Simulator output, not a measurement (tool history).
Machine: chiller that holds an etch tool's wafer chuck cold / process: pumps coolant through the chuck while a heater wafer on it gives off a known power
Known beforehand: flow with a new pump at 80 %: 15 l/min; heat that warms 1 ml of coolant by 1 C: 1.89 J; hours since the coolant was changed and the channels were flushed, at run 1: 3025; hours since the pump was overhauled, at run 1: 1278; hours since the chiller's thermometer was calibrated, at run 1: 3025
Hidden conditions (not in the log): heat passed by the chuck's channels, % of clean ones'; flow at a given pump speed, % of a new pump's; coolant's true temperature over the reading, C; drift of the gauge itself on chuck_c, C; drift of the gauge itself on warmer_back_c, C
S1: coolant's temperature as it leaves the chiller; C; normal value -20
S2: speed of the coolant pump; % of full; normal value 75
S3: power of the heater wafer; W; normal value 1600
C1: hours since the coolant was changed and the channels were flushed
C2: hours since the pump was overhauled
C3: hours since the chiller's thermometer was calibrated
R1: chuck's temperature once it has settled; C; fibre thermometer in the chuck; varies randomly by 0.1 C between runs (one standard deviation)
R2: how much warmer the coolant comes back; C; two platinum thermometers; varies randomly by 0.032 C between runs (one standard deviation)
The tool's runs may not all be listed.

Run 1, day 0.000: usual settings; C1 3025; C2 1278; C3 3025. Result: R1 -3.8 C, R2 3.64 C.
Run 2, day 3.638: usual settings; C1 3112; C2 1365; C3 3112. Result: R1 -3.8 C, R2 3.71 C.
At day 5.850: chiller's thermometer calibrated.
Run 3, day 7.796: usual settings; C1 3211; C2 1464; C3 47. Result: R1 -3.3 C, R2 3.74 C.
Run 4, day 11.046: usual settings; C1 3289; C2 1542; C3 125. Result: R1 -3.4 C, R2 3.74 C.
Run 5, day 13.308: usual settings; C1 3343; C2 1596; C3 179. Result: R1 -3.4 C, R2 3.72 C.
Run 6, day 17.038: usual settings; C1 3433; C2 1686; C3 269. Result: R1 -3.2 C, R2 3.76 C.
Run 7, day 20.233: usual settings but S2 78 % of full, S3 880 W; C1 3510; C2 1763; C3 345. Result: R1 -11.3 C, R2 2.02 C.
Run 8, day 24.579: usual settings but S2 78 % of full, S3 880 W; C1 3614; C2 1867; C3 450. Result: R1 -11.2 C, R2 1.94 C.
Run 9, day 27.446: usual settings but S2 78 % of full, S3 880 W; C1 3683; C2 1936; C3 518. Result: R1 -11.0 C, R2 2.00 C.
Run 10, day 32.133: usual settings but S1 -26 C, S2 94 % of full, S3 2204 W; C1 3795; C2 2048; C3 631. Result: R1 -7.3 C, R2 4.05 C.
Run 11, day 35.225: usual settings but S2 64 % of full, S3 1181 W; C1 3870; C2 2122; C3 705. Result: R1 -5.4 C, R2 3.32 C.

Here are 4 independent what-if runs from the current tool condition. What would each one return?
Run A, day 39.271: usual settings but S1 -15 C, S2 76 % of full, S3 1181 W; C1 3967; C2 2220; C3 802. Result: R1 ?, R2 ?.
Run B, day 39.271: usual settings but S2 81 % of full, S3 1181 W; C1 3967; C2 2220; C3 802. Result: R1 ?, R2 ?.
Run C, day 39.271: usual settings but S1 -24 C, S2 74 % of full, S3 2237 W; C1 3967; C2 2220; C3 802. Result: R1 ?, R2 ?.
Run D, day 39.271: usual settings but S2 64 % of full, S3 1837 W; C1 3967; C2 2220; C3 802. Result: R1 ?, R2 ?.

run    R1    R2
  A  -2.8  2.73
  B  -8.5  2.61
  C   0.1  5.34
  D   2.8  5.19
Take away the tool's hidden state, keep each run's random variation, and the runs would have read:
run    R1    R2
  A  -4.2  2.62
  B  -9.8  2.51
  C  -2.8  5.12
  D   0.1  4.98
